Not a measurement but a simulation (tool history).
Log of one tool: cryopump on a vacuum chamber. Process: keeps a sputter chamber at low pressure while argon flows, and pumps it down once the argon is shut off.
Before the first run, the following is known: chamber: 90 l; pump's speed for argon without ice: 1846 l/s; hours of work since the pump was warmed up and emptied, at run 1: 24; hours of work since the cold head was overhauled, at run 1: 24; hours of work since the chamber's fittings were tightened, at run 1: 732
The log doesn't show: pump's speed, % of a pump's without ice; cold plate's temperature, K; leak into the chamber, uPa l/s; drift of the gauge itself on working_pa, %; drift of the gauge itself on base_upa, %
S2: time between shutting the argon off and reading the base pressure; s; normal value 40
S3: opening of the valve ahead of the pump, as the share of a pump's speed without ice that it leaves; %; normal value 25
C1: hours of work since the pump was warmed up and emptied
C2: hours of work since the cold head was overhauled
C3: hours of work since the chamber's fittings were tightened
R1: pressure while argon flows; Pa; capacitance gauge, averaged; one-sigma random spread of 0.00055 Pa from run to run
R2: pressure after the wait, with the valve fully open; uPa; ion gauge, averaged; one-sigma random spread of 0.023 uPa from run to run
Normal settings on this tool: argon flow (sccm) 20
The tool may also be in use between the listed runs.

Run 1, hour 0.0: usual settings; C1 24; C2 24; C3 732. Result: R1 0.0732 Pa, R2 0.85 uPa.
Run 2, hour 9.9: usual settings; C1 31; C2 31; C3 739. Result: R1 0.0730 Pa, R2 0.83 uPa.
Run 3, hour 18.9: usual settings but S2 152 s; C1 37; C2 37; C3 745. Result: R1 0.0743 Pa, R2 0.42 uPa.
Run 4, hour 27.5: usual settings but S2 152 s; C1 43; C2 43; C3 751. Result: R1 0.0739 Pa, R2 0.45 uPa.
Run 5, hour 42.0: usual settings but S2 152 s; C1 53; C2 53; C3 761. Result: R1 0.0747 Pa, R2 0.45 uPa.
Run 6, hour 56.5: usual settings but S2 152 s; C1 63; C2 63; C3 771. Result: R1 0.0734 Pa, R2 0.47 uPa.
Run 7, hour 64.8: usual settings but S2 152 s; C1 69; C2 69; C3 777. Result: R1 0.0744 Pa, R2 0.44 uPa.
Run 8, hour 74.6: usual settings; C1 76; C2 76; C3 784. Result: R1 0.0739 Pa, R2 0.90 uPa.
Run 9, hour 88.9: usual settings; C1 86; C2 86; C3 794. Result: R1 0.0741 Pa, R2 0.88 uPa.
Run 10, hour 104.1: usual settings but S3 27 %; C1 97; C2 97; C3 805. Result: R1 0.0680 Pa, R2 0.82 uPa.
Run 11, hour 119.8: usual settings but S3 17 %; C1 108; C2 108; C3 816. Result: R1 0.1088 Pa, R2 0.87 uPa.
Run 12, hour 129.7: usual settings but S3 17 %; C1 115; C2 115; C3 822. Result: R1 0.1080 Pa, R2 0.90 uPa.
Run 13, hour 141.7: usual settings but S3 17 %; C1 123; C2 123; C3 831. Result: R1 0.1102 Pa, R2 0.90 uPa.
Run 14, hour 154.8: usual settings but S3 17 %; C1 132; C2 132; C3 840. Result: R1 0.1082 Pa, R2 0.89 uPa.
Run 15, hour 171.5: usual settings but argon flow (sccm) 27, S3 17 %; C1 144; C2 144; C3 852. Result: R1 0.1470 Pa, R2 0.88 uPa.
Run 16, hour 184.2: usual settings but argon flow (sccm) 27, S3 17 %; C1 153; C2 153; C3 861. Result: R1 0.1480 Pa, R2 0.84 uPa.
Run 17, hour 193.9: usual settings but argon flow (sccm) 27, S3 17 %; C1 159; C2 159; C3 867. Result: R1 0.1471 Pa, R2 0.92 uPa.
Run 18, hour 209.5: usual settings but argon flow (sccm) 27, S3 17 %; C1 170; C2 170; C3 878. Result: R1 0.1477 Pa, R2 0.88 uPa.
Run 19, hour 221.3: usual settings but S2 23 s, S3 39 %; C1 179; C2 179; C3 887. Result: R1 0.0483 Pa, R2 1.34 uPa.
Run 20, hour 239.0: usual settings but S2 23 s, S3 39 %; C1 191; C2 191; C3 899. Result: R1 0.0484 Pa, R2 1.29 uPa.
Run 21, hour 250.9: usual settings but argon flow (sccm) 24, S2 209 s, S3 39 %; C1 199; C2 199; C3 907. Result: R1 0.0572 Pa, R2 0.45 uPa.
Run 22, hour 267.6: usual settings but argon flow (sccm) 24, S2 21 s, S3 42 %; C1 211; C2 211; C3 919. Result: R1 0.0549 Pa, R2 1.38 uPa.
Run 23, hour 276.3: usual settings but argon flow (sccm) 24, S2 21 s, S3 42 %; C1 217; C2 217; C3 925. Result: R1 0.0552 Pa, R2 1.43 uPa.
Run 24, hour 295.8: usual settings but argon flow (sccm) 16, S2 147 s, S3 32 %; C1 231; C2 231; C3 939. Result: R1 0.0480 Pa, R2 0.50 uPa.
Run 25, hour 305.2: usual settings but argon flow (sccm) 16, S2 147 s, S3 32 %; C1 237; C2 237; C3 945. Result: R1 0.0478 Pa, R2 0.49 uPa.
Run 26, hour 313.3: usual settings but argon flow (sccm) 16, S2 147 s, S3 32 %; C1 243; C2 243; C3 951. Result: R1 0.0477 Pa, R2 0.51 uPa.
Run 27, hour 329.5: usual settings but argon flow (sccm) 13, S2 161 s, S3 17 %; C1 254; C2 254; C3 962. Result: R1 0.0713 Pa, R2 0.52 uPa.
Run 28, hour 346.1: usual settings but argon flow (sccm) 39, S2 161 s, S3 15 %; C1 266; C2 266; C3 974. Result: R1 0.2420 Pa, R2 0.56 uPa.
Run 29, hour 365.3: usual settings but argon flow (sccm) 39, S2 54 s, S3 40 %; C1 280; C2 280; C3 987. Result: R1 0.0942 Pa, R2 0.79 uPa.
Run 30, hour 374.1: usual settings but argon flow (sccm) 19, S2 38 s, S3 43 %; C1 286; C2 286; C3 994. Result: R1 0.0430 Pa, R2 0.97 uPa.
Run 31, hour 393.7: usual settings but argon flow (sccm) 10, S2 259 s, S3 15 %; C1 299; C2 299; C3 1007. Result: R1 0.0628 Pa, R2 0.49 uPa.
Run 32, hour 408.8: usual settings but argon flow (sccm) 10, S2 259 s, S3 15 %; C1 310; C2 310; C3 1018. Result: R1 0.0630 Pa, R2 0.48 uPa.

Estimate the outcome of run 33 from the log above:
Run 33, hour 426.5: usual settings but argon flow (sccm) 18, S2 61 s; C1 322; C2 322; C3 1030. Result: R1 ?, R2 ?.

R1: 0.0691 Pa
R2: 0.76 uPa
Without the tool's hidden state the same run would have given R1 0.0662 Pa, R2 0.52 uPa.
